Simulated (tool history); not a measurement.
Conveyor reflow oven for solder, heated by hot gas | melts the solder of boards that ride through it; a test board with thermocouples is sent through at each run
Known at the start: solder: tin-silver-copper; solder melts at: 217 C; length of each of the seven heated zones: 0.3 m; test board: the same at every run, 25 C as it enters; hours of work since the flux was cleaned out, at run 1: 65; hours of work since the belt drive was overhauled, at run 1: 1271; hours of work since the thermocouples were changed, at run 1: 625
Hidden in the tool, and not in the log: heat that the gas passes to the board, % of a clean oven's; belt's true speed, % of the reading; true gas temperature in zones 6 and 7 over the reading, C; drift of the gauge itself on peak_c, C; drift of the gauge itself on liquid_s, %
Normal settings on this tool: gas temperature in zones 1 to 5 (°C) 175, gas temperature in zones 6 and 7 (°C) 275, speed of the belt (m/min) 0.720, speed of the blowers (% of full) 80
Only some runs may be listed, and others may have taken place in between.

| run | hour | gas temperature in zones 1 to 5 (°C) | gas temperature in zones 6 and 7 (°C) | speed of the belt (m/min) | speed of the blowers (% of full) | hours of work since the flux was cleaned out | hours of work since the belt drive was overhauled | hours of work since the thermocouples were changed | highest temperature of the board (°C) | time above the solder's melting point (s) |
|---|---|---|---|---|---|---|---|---|---|---|
| 1 | 0.0 | 175 | 275 | 0.720 | 80 | 65 | 1271 | 625 | 257.9 | 40.4 |
| 2 | 72.5 | 175 | 275 | 0.720 | 80 | 109 | 1315 | 669 | 257.7 | 39.7 |
| 3 | 143.5 | 175 | 275 | 0.720 | 80 | 152 | 1358 | 712 | 257.6 | 39.9 |
| 4 | 184.5 | 175 | 275 | 0.720 | 80 | 176 | 1382 | 736 | 256.8 | 39.8 |
|  | 221.1 | thermocouples of zones 6 and 7 changed |
| 5 | 252.0 | 175 | 278 | 0.720 | 80 | 216 | 1422 | 19 | 256.5 | 40.0 |
| 6 | 282.5 | 175 | 281 | 0.720 | 80 | 234 | 1440 | 37 | 258.4 | 40.4 |
| 7 | 353.0 | 175 | 281 | 0.720 | 80 | 277 | 1483 | 80 | 259.5 | 41.2 |
| 8 | 401.9 | 175 | 275 | 0.593 | 70 | 306 | 1512 | 109 | 257.4 | 49.5 |
| 9 | 452.7 | 175 | 266 | 0.593 | 89 | 337 | 1543 | 140 | 254.0 | 48.8 |
| 10 | 505.8 | 175 | 266 | 0.593 | 89 | 369 | 1575 | 172 | 253.6 | 48.7 |
| 11 | 559.6 | 168 | 277 | 0.769 | 73 | 402 | 1608 | 205 | 246.5 | 30.3 |
| 12 | 596.6 | 168 | 277 | 0.769 | 73 | 424 | 1630 | 227 | 246.1 | 29.8 |
|  | 659.7 | flux residue cleaned out of gas plates and filters |
|  | 666.8 | belt drive overhauled, speed set with a stopwatch |
| 13 | 672.8 | 175 | 275 | 0.634 | 80 | 6 | 4 | 268 | 261.4 | 47.2 |
| 14 | 739.9 | 185 | 275 | 0.720 | 59 | 46 | 44 | 308 | 250.4 | 37.6 |

Describe how what the log doesn't record of the tool's condition differs between the last listed run preceding each entry between runs and the first listed run following it.
Between runs 4 and 5: thermocouples of zones 6 and 7 changed (hour 221.1)
  heat that the gas passes to the board, % of a clean oven's: 92 -> 90.3; belt's true speed, % of the reading: 97.22 -> 97.14; true gas temperature in zones 6 and 7 over the reading, C: 2.65 -> 0.3
  what was measured, less what the result would be without the hidden state, highest temperature of the board (°C): +0.4 -> -2.1; time above the solder's melting point (s): +1.0 -> +0.0
Between runs 12 and 13: flux residue cleaned out of gas plates and filters (hour 659.7); belt drive overhauled, speed set with a stopwatch (hour 666.8)
  heat that the gas passes to the board, % of a clean oven's: 82.5 -> 99.6; belt's true speed, % of the reading: 96.67 -> 99.97; true gas temperature in zones 6 and 7 over the reading, C: 0.97 -> 1.1
  what was measured, less what the result would be without the hidden state, highest temperature of the board (°C): -5.1 -> +0.9; time above the solder's melting point (s): -2.4 -> +0.4
